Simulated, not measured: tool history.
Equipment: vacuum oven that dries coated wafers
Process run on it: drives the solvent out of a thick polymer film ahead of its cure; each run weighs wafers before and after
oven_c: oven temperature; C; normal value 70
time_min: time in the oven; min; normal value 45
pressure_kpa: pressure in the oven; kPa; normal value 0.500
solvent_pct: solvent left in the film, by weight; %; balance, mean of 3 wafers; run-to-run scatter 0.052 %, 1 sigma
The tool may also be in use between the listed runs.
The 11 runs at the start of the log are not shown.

run	hour	oven_c	time_min	pressure_kpa	solvent_pct
12	782.5	70	45	0.500	1.70
13	838.0	70	45	0.500	1.70
14	945.0	70	45	0.500	1.79
15	1002.0	70	64	0.500	1.01
16	1050.4	70	64	0.500	1.14
17	1118.1	70	45	0.500	1.85
18	1224.1	70	45	0.500	1.80
19	1270.3	70	45	0.500	1.92
20	1351.2	70	45	0.500	1.90
21	1412.1	70	45	0.500	1.95
22	1478.5	70	45	0.500	1.82
23	1577.8	70	45	0.500	1.88
24	1658.8	70	56	0.500	1.34
25	1727.5	70	49	0.563	1.81

What will run 26 give?
26	1808.0	70	49	1.582	?

{"run 26": {"solvent_pct": 2.34}}
Take away the tool's hidden state, keep the run-to-run variation as it was, and the same run would have given solvent_pct 1.66 %.
